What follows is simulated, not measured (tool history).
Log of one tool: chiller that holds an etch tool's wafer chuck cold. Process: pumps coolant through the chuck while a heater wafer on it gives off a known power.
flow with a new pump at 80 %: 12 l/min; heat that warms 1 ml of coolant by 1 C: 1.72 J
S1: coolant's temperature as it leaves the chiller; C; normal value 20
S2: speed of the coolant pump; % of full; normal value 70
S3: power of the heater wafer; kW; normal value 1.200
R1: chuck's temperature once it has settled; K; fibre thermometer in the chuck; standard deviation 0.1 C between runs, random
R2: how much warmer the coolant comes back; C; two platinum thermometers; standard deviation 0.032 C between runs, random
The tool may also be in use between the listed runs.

Run 1, hour 0.0: usual settings. Result: R1 304.15 K, R2 4.06 C.
Run 2, hour 24.8: usual settings but S1 18 C. Result: R1 302.35 K, R2 4.04 C.
Run 3, hour 46.2: usual settings but S3 0.636 kW. Result: R1 298.95 K, R2 2.08 C.
Run 4, hour 72.4: usual settings but S3 0.636 kW. Result: R1 299.15 K, R2 2.12 C.
Run 5, hour 102.2: usual settings but S3 0.636 kW. Result: R1 299.15 K, R2 2.13 C.
Run 6, hour 121.9: usual settings. Result: R1 304.25 K, R2 4.01 C.
Run 7, hour 159.9: usual settings. Result: R1 304.45 K, R2 3.96 C.
Run 8, hour 180.2: usual settings. Result: R1 304.35 K, R2 3.97 C.
Run 9, hour 209.9: usual settings. Result: R1 304.25 K, R2 3.92 C.
Run 10, hour 237.0: usual settings. Result: R1 304.15 K, R2 3.94 C.
Run 11, hour 273.5: usual settings but S1 16 C. Result: R1 300.25 K, R2 3.86 C.
Run 12, hour 291.3: usual settings but S1 16 C. Result: R1 300.35 K, R2 3.86 C.
Run 13, hour 329.4: usual settings. Result: R1 304.25 K, R2 3.83 C.
Run 14, hour 350.7: usual settings but S1 24 C, S2 90 % of full, S3 1.634 kW. Result: R1 309.75 K, R2 3.89 C.
Run 15, hour 372.8: usual settings but S1 17 C. Result: R1 301.15 K, R2 3.82 C.
Run 16, hour 394.5: usual settings but S3 1.264 kW. Result: R1 305.05 K, R2 4.04 C.
Run 17, hour 410.2: usual settings but S3 1.264 kW. Result: R1 304.65 K, R2 4.00 C.
Run 18, hour 437.8: usual settings but S1 25 C, S2 62 % of full, S3 0.878 kW. Result: R1 306.95 K, R2 3.07 C.
Run 19, hour 459.2: usual settings but S2 71 % of full. Result: R1 304.05 K, R2 3.70 C.
Run 20, hour 481.1: usual settings but S1 14 C, S2 71 % of full, S3 0.897 kW. Result: R1 295.35 K, R2 2.64 C.
Run 21, hour 513.4: usual settings but S1 10 C, S2 80 % of full, S3 0.640 kW. Result: R1 288.55 K, R2 1.54 C.
Run 22, hour 532.4: usual settings but S1 17 C, S2 85 % of full, S3 0.640 kW. Result: R1 295.35 K, R2 1.39 C.
Run 23, hour 548.6: usual settings but S3 1.767 kW. Result: R1 309.75 K, R2 5.65 C.
Run 24, hour 568.4: usual settings but S3 1.767 kW. Result: R1 309.65 K, R2 5.61 C.
Run 25, hour 593.8: usual settings but S3 1.161 kW. Result: R1 303.85 K, R2 3.53 C.

Measured result minus the same run's result without the hidden state. Both carry the same run-to-run variation, though not necessarily the same gauge scatter:
The hidden state here: heat passed by the chuck's channels, % of clean ones'; flow at a given pump speed, % of a new pump's; coolant's true temperature over the reading, C; drift of the gauge itself on chuck_c, C; drift of the gauge itself on warmer_back_c, C.
run     R2
  1  +0.00
  2  -0.01
  3  -0.03
  4  -0.05
  5  -0.06
  6  -0.08
  7  -0.10
  8  -0.12
  9  -0.14
 10  -0.15
 11  -0.17
 12  -0.19
 13  -0.21
 14  -0.23
 15  -0.25
 16  -0.26
 17  -0.27
 18  -0.28
 19  -0.30
 20  -0.31
 21  -0.33
 22  -0.34
 23  -0.35
 24  -0.36
 25  -0.38
R1: at most 0.10 K away from the measurement, every run.
